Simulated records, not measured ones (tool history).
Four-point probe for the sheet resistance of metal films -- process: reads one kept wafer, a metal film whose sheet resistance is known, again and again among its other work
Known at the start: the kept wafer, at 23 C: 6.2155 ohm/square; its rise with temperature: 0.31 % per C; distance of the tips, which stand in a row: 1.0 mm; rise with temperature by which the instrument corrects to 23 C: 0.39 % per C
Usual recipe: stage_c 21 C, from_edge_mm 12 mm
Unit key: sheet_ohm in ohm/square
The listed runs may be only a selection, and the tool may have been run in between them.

run 1 hour=0.0 | stage_c=21 from_edge_mm=12 | sheet_ohm=6.228411
run 2 hour=18.1 | stage_c=21 from_edge_mm=12 | sheet_ohm=6.229195
run 3 hour=33.3 | stage_c=28 from_edge_mm=12 | sheet_ohm=6.192710
run 4 hour=58.4 | stage_c=28 from_edge_mm=12 | sheet_ohm=6.195109
run 5 hour=80.4 | stage_c=28 from_edge_mm=12 | sheet_ohm=6.196438
run 6 hour=98.2 | stage_c=28 from_edge_mm=12 | sheet_ohm=6.194918
run 7 hour=116.3 | stage_c=28 from_edge_mm=12 | sheet_ohm=6.197890
run 8 hour=132.6 | stage_c=28 from_edge_mm=12 | sheet_ohm=6.194488
run 9 hour=155.6 | stage_c=26 from_edge_mm=12 | sheet_ohm=6.203972
run 10 hour=174.3 | stage_c=26 from_edge_mm=12 | sheet_ohm=6.204541
run 11 hour=185.0 | stage_c=21 from_edge_mm=12 | sheet_ohm=6.226645
run 12 hour=204.4 | stage_c=21 from_edge_mm=12 | sheet_ohm=6.228560
run 13 hour=220.3 | stage_c=21 from_edge_mm=5 | sheet_ohm=6.334090
run 14 hour=232.8 | stage_c=21 from_edge_mm=5 | sheet_ohm=6.334369
run 15 hour=246.1 | stage_c=21 from_edge_mm=5 | sheet_ohm=6.333530
run 16 hour=269.0 | stage_c=21 from_edge_mm=5 | sheet_ohm=6.331909
run 17 hour=283.3 | stage_c=21 from_edge_mm=5 | sheet_ohm=6.331661
run 18 hour=304.2 | stage_c=21 from_edge_mm=5 | sheet_ohm=6.333740
run 19 hour=314.8 | stage_c=21 from_edge_mm=5 | sheet_ohm=6.331720
run 20 hour=340.2 | stage_c=21 from_edge_mm=5 | sheet_ohm=6.331161
run 21 hour=351.5 | stage_c=21 from_edge_mm=5 | sheet_ohm=6.331146
run 22 hour=364.2 | stage_c=29 from_edge_mm=12 | sheet_ohm=6.187930
run 23 hour=375.9 | stage_c=29 from_edge_mm=12 | sheet_ohm=6.195611
run 24 hour=396.0 | stage_c=33 from_edge_mm=8 | sheet_ohm=6.206172
run 25 hour=418.6 | stage_c=26 from_edge_mm=3 | sheet_ohm=6.530755
run 26 hour=437.5 | stage_c=32 from_edge_mm=5 | sheet_ohm=6.286636
run 27 hour=459.2 | stage_c=32 from_edge_mm=5 | sheet_ohm=6.287022
run 28 hour=477.6 | stage_c=33 from_edge_mm=26 | sheet_ohm=6.157211
run 29 hour=495.4 | stage_c=33 from_edge_mm=25 | sheet_ohm=6.159329
run 30 hour=514.5 | stage_c=28 from_edge_mm=24 | sheet_ohm=6.180945
run 31 hour=526.6 | stage_c=30 from_edge_mm=9 | sheet_ohm=6.208564
run 32 hour=552.1 | stage_c=28 from_edge_mm=24 | sheet_ohm=6.180506
run 33 hour=568.3 | stage_c=33 from_edge_mm=14 | sheet_ohm=6.169943
run 34 hour=592.3 | stage_c=25 from_edge_mm=34 | sheet_ohm=6.191263
run 35 hour=610.5 | stage_c=34 from_edge_mm=4 | sheet_ohm=6.347074
run 36 hour=625.5 | stage_c=29 from_edge_mm=59 | sheet_ohm=6.175161
run 37 hour=644.8 | stage_c=29 from_edge_mm=59 | sheet_ohm=6.170295
run 38 hour=665.6 | stage_c=29 from_edge_mm=59 | sheet_ohm=6.168315
run 39 hour=685.0 | stage_c=25 from_edge_mm=25 | sheet_ohm=6.193729
run 40 hour=701.5 | stage_c=32 from_edge_mm=14 | sheet_ohm=6.174706
run 41 hour=718.4 | stage_c=26 from_edge_mm=18 | sheet_ohm=6.192391
run 42 hour=741.7 | stage_c=26 from_edge_mm=18 | sheet_ohm=6.191935
run 43 hour=755.4 | stage_c=22 from_edge_mm=61 | sheet_ohm=6.201975

Not shown: 2 entries that the log had between the listed runs. Between which runs, and how does the tool's hidden state differ before and after?
In the gap between runs 13 and 14: stage's thermometer calibrated (hour 222.1)
  inner tips' distance over the nominal, %: -0.255 -> -0.256; tips' flats over new ones', %: 4 -> 5; wafer's true temperature over the reading, C: -0.21 -> -0.29
  what was measured, less what the result would be without the hidden state, sheet_ohm: -0.021567 -> -0.023317 ohm/square
In the gap between runs 22 and 23: stage's thermometer calibrated, once more (hour 375.9)
  inner tips' distance over the nominal, %: -0.267 -> -0.268; wafer's true temperature over the reading, C: -0.3 -> 0.06
  what was measured, less what the result would be without the hidden state, sheet_ohm: -0.023613 -> -0.016768 ohm/square
